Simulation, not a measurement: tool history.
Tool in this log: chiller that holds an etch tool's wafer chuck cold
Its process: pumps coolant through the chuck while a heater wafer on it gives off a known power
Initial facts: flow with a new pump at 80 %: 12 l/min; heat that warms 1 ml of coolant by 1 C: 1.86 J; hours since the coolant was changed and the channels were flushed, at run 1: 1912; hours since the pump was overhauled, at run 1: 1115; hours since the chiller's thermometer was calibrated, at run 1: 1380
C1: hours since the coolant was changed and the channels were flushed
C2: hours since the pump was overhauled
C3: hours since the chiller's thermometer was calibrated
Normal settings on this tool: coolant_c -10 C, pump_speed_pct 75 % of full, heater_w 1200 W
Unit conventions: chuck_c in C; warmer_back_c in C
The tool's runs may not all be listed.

{"run": 1, "hour": 0.0, "coolant_c": -10, "pump_speed_pct": 75, "heater_w": 1200, "C1": 1912, "C2": 1115, "C3": 1380, "chuck_c": -1.8, "warmer_back_c": 3.49}
{"run": 2, "hour": 101.7, "coolant_c": -10, "pump_speed_pct": 75, "heater_w": 1200, "C1": 2014, "C2": 1216, "C3": 1482, "chuck_c": -1.9, "warmer_back_c": 3.46}
{"run": 3, "hour": 298.8, "coolant_c": -12, "pump_speed_pct": 75, "heater_w": 1200, "C1": 2211, "C2": 1414, "C3": 1679, "chuck_c": -3.8, "warmer_back_c": 3.53}
{"run": 4, "hour": 397.2, "coolant_c": -14, "pump_speed_pct": 75, "heater_w": 1200, "C1": 2309, "C2": 1512, "C3": 1778, "chuck_c": -5.8, "warmer_back_c": 3.48}
{"run": 5, "hour": 496.2, "coolant_c": -14, "pump_speed_pct": 75, "heater_w": 1200, "C1": 2408, "C2": 1611, "C3": 1877, "chuck_c": -5.8, "warmer_back_c": 3.55}
{"run": 6, "hour": 665.1, "coolant_c": -14, "pump_speed_pct": 75, "heater_w": 1200, "C1": 2577, "C2": 1780, "C3": 2046, "chuck_c": -5.7, "warmer_back_c": 3.57}
{"run": 7, "hour": 834.1, "coolant_c": -14, "pump_speed_pct": 75, "heater_w": 1200, "C1": 2746, "C2": 1949, "C3": 2215, "chuck_c": -5.7, "warmer_back_c": 3.62}
{"run": 8, "hour": 955.2, "coolant_c": -14, "pump_speed_pct": 75, "heater_w": 1200, "C1": 2867, "C2": 2070, "C3": 2336, "chuck_c": -5.7, "warmer_back_c": 3.61}
{"run": 9, "hour": 1080.4, "coolant_c": 0, "pump_speed_pct": 75, "heater_w": 1200, "C1": 2992, "C2": 2195, "C3": 2461, "chuck_c": 8.3, "warmer_back_c": 3.66}
{"run": 10, "hour": 1216.3, "coolant_c": -3, "pump_speed_pct": 75, "heater_w": 948, "C1": 3128, "C2": 2331, "C3": 2597, "chuck_c": 3.6, "warmer_back_c": 2.93}
{"run": 11, "hour": 1380.5, "coolant_c": -3, "pump_speed_pct": 63, "heater_w": 1509, "C1": 3293, "C2": 2495, "C3": 2761, "chuck_c": 9.2, "warmer_back_c": 5.53}
{"run": 12, "hour": 1553.2, "coolant_c": -15, "pump_speed_pct": 83, "heater_w": 1159, "C1": 3465, "C2": 2668, "C3": 2934, "chuck_c": -7.8, "warmer_back_c": 3.22}
{"run": 13, "hour": 1643.2, "coolant_c": -15, "pump_speed_pct": 83, "heater_w": 1159, "C1": 3555, "C2": 2758, "C3": 3024, "chuck_c": -7.9, "warmer_back_c": 3.19}
{"run": 14, "hour": 1789.2, "coolant_c": -4, "pump_speed_pct": 60, "heater_w": 1075, "C1": 3701, "C2": 2904, "C3": 3170, "chuck_c": 5.1, "warmer_back_c": 4.29}
{"run": 15, "hour": 1957.7, "coolant_c": -7, "pump_speed_pct": 76, "heater_w": 1436, "C1": 3870, "C2": 3072, "C3": 3338, "chuck_c": 2.8, "warmer_back_c": 4.41}
{"run": 16, "hour": 2109.9, "coolant_c": -7, "pump_speed_pct": 76, "heater_w": 1436, "C1": 4022, "C2": 3225, "C3": 3490, "chuck_c": 2.7, "warmer_back_c": 4.42}
{"run": 17, "hour": 2247.5, "coolant_c": -18, "pump_speed_pct": 72, "heater_w": 1114, "C1": 4160, "C2": 3362, "C3": 3628, "chuck_c": -9.9, "warmer_back_c": 3.68}
{"hour": 2300.5, "done": "coolant changed, channels flushed"}
{"run": 18, "hour": 2366.6, "coolant_c": -18, "pump_speed_pct": 72, "heater_w": 1114, "C1": 66, "C2": 3475, "C3": 3741, "chuck_c": -9.8, "warmer_back_c": 3.72}

Each row is a separate what-if for the run after 18, all from the same tool condition, not one after another. Results?
{"run": "A", "hour": 2556.6, "coolant_c": -18, "pump_speed_pct": 81, "heater_w": 604, "C1": 256, "C2": 3665, "C3": 3931, "chuck_c": "?", "warmer_back_c": "?"}
{"run": "B", "hour": 2556.6, "coolant_c": -2, "pump_speed_pct": 75, "heater_w": 1345, "C1": 256, "C2": 3665, "C3": 3931, "chuck_c": "?", "warmer_back_c": "?"}
{"run": "C", "hour": 2556.6, "coolant_c": -12, "pump_speed_pct": 75, "heater_w": 1200, "C1": 256, "C2": 3665, "C3": 3931, "chuck_c": "?", "warmer_back_c": "?"}
{"run": "D", "hour": 2556.6, "coolant_c": -10, "pump_speed_pct": 92, "heater_w": 1565, "C1": 256, "C2": 3665, "C3": 3931, "chuck_c": "?", "warmer_back_c": "?"}
{"run": "E", "hour": 2556.6, "coolant_c": -18, "pump_speed_pct": 82, "heater_w": 1114, "C1": 256, "C2": 3665, "C3": 3931, "chuck_c": "?", "warmer_back_c": "?"}

run=A chuck_c=-14.0 warmer_back_c=1.99
run=B chuck_c=7.3 warmer_back_c=4.32
run=C chuck_c=-3.7 warmer_back_c=3.88
run=D chuck_c=-1.0 warmer_back_c=4.04
run=E chuck_c=-11.0 warmer_back_c=3.30
The same runs, with their run-to-run variation unchanged, on a tool lacking any hidden condition would have given:
run=A chuck_c=-14.0 warmer_back_c=1.60
run=B chuck_c=7.3 warmer_back_c=3.92
run=C chuck_c=-3.7 warmer_back_c=3.48
run=D chuck_c=-1.0 warmer_back_c=3.64
run=E chuck_c=-11.0 warmer_back_c=2.91
